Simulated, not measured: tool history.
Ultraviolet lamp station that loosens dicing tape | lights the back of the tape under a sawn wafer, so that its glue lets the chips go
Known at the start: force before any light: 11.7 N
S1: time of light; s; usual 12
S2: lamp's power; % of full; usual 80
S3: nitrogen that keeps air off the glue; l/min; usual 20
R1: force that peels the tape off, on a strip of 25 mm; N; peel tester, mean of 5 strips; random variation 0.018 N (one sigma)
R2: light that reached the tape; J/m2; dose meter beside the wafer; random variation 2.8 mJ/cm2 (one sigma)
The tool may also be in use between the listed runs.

{"run": 1, "hour": 0.0, "S1": 12, "S2": 80, "S3": 20, "R1": 1.625, "R2": 2830}
{"hour": 21.3, "done": "lamp changed"}
{"run": 2, "hour": 63.9, "S1": 12, "S2": 80, "S3": 20, "R1": 1.161, "R2": 3350}
{"run": 3, "hour": 123.1, "S1": 12, "S2": 80, "S3": 20, "R1": 1.272, "R2": 3270}
{"run": 4, "hour": 156.4, "S1": 12, "S2": 80, "S3": 16, "R1": 1.606, "R2": 3140}
{"run": 5, "hour": 193.9, "S1": 12, "S2": 80, "S3": 16, "R1": 1.684, "R2": 3160}
{"run": 6, "hour": 228.7, "S1": 12, "S2": 80, "S3": 16, "R1": 1.74, "R2": 3040}
{"run": 7, "hour": 259.1, "S1": 12, "S2": 80, "S3": 16, "R1": 1.836, "R2": 2930}
{"hour": 267.9, "done": "window cleaned of glue's vapour"}
{"run": 8, "hour": 287.2, "S1": 12, "S2": 80, "S3": 20, "R1": 1.008, "R2": 3560}
{"run": 9, "hour": 316.6, "S1": 12, "S2": 80, "S3": 20, "R1": 1.101, "R2": 3490}
{"run": 10, "hour": 362.0, "S1": 12, "S2": 80, "S3": 20, "R1": 1.202, "R2": 3380}
{"run": 11, "hour": 411.8, "S1": 12, "S2": 80, "S3": 20, "R1": 1.212, "R2": 3300}
{"run": 12, "hour": 472.8, "S1": 12, "S2": 80, "S3": 20, "R1": 1.376, "R2": 3180}
{"run": 13, "hour": 514.3, "S1": 12, "S2": 80, "S3": 20, "R1": 1.403, "R2": 3040}
{"run": 14, "hour": 568.0, "S1": 12, "S2": 80, "S3": 17, "R1": 1.772, "R2": 2960}
{"run": 15, "hour": 615.7, "S1": 12, "S2": 76, "S3": 20, "R1": 1.771, "R2": 2770}
{"hour": 643.4, "done": "window cleaned of glue's vapour"}
{"run": 16, "hour": 673.6, "S1": 12, "S2": 80, "S3": 20, "R1": 1.225, "R2": 3320}
{"run": 17, "hour": 717.7, "S1": 12, "S2": 80, "S3": 20, "R1": 1.297, "R2": 3220}
{"run": 18, "hour": 771.3, "S1": 12, "S2": 80, "S3": 20, "R1": 1.419, "R2": 3100}
{"run": 19, "hour": 799.9, "S1": 14, "S2": 80, "S3": 20, "R1": 1.073, "R2": 3530}
{"run": 20, "hour": 846.2, "S1": 13, "S2": 87, "S3": 18, "R1": 1.179, "R2": 3500}
{"run": 21, "hour": 883.1, "S1": 12, "S2": 84, "S3": 9, "R1": 2.637, "R2": 3060}
{"run": 22, "hour": 929.8, "S1": 12, "S2": 84, "S3": 9, "R1": 2.792, "R2": 2900}
{"run": 23, "hour": 980.5, "S1": 14, "S2": 80, "S3": 22, "R1": 1.32, "R2": 3130}
{"run": 24, "hour": 1013.0, "S1": 11, "S2": 95, "S3": 11, "R1": 2.535, "R2": 2860}
{"hour": 1018.9, "done": "window cleaned of glue's vapour"}
{"run": 25, "hour": 1078.3, "S1": 11, "S2": 95, "S3": 11, "R1": 2.03, "R2": 3320}
{"run": 26, "hour": 1109.1, "S1": 7, "S2": 85, "S3": 15, "R1": 3.819, "R2": 1840}
{"run": 27, "hour": 1153.6, "S1": 20, "S2": 80, "S3": 20, "R1": 0.479, "R2": 4860}

The next listed run, before its measurement:
{"run": 28, "hour": 1193.2, "S1": 12, "S2": 99, "S3": 8, "R1": "?", "R2": "?"}

{"run 28": {"R1": 2.406, "R2": 3480}}
Without the tool's hidden state the same run would have given R1 1.366 N, R2 4740 J/m2.

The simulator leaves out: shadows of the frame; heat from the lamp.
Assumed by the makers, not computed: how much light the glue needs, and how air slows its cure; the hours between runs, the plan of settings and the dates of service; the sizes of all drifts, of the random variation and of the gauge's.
